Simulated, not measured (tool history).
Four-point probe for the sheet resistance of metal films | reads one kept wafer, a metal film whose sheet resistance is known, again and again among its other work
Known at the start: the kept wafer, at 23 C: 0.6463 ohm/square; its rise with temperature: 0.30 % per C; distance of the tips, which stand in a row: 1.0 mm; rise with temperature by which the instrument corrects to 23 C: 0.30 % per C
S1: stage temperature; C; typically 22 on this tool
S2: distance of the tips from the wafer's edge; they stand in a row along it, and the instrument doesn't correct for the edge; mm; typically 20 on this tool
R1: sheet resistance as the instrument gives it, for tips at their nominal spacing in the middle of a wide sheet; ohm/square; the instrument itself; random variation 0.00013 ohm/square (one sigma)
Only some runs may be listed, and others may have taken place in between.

run	hour	S1	S2	R1
1	0.0	22	20	0.643135
2	16.4	22	20	0.643189
3	42.7	22	20	0.642828
4	67.9	22	20	0.642722
5	103.0	22	20	0.642665
6	137.5	22	20	0.642560
7	169.1	22	17	0.642997
8	189.8	22	20	0.642602
9	211.4	22	14	0.643500
10	241.0	22	26	0.642141
11	263.8	20	20	0.642749
12	289.5	20	20	0.642306
13	322.6	22	20	0.642479
14	347.5	22	20	0.642350
15	369.1	22	20	0.642479
16	385.1	22	10	0.644861
17	411.2	22	40	0.641515
18	437.6	22	40	0.641452
19	463.0	22	40	0.641259
20	480.9	22	4	0.662007
21	501.1	22	4	0.662101
22	536.5	20	20	0.642155
23	564.8	22	45	0.641199
24	583.6	31	32	0.640796
25	603.0	31	32	0.640558
26	628.7	20	21	0.641710
27	643.9	30	4	0.661283
28	661.4	30	4	0.661388
29	687.1	31	20	0.641265
30	705.5	31	20	0.641064
31	729.6	22	13	0.642679
# hour 732.6: stage's thermometer calibrated
32	750.6	22	8	0.645682
33	780.5	34	4	0.660195
34	812.6	34	4	0.660076
35	842.1	34	54	0.639493
36	875.6	19	19	0.641270
37	890.1	19	19	0.640998
38	915.9	19	19	0.641104
# hour 926.8: stage's thermometer calibrated, once more
39	948.2	19	19	0.642506
40	979.5	19	19	0.641806
41	997.9	22	31	0.641510
42	1022.3	21	54	0.641248
43	1045.9	22	6	0.650351
44	1062.9	33	18	0.641125
45	1079.6	33	18	0.641473

What if the next run were any one of these 4? Each begins from the tool's condition after run 45:
A	1112.1	25	3	?
B	1112.1	22	20	?
C	1112.1	24	61	?
D	1112.1	23	18	?

run	R1
A	0.676654
B	0.641722
C	0.640741
D	0.641793
Without the tool's hidden state the same runs would have given:
run	R1
A	0.682474
B	0.647267
C	0.646277
D	0.647338
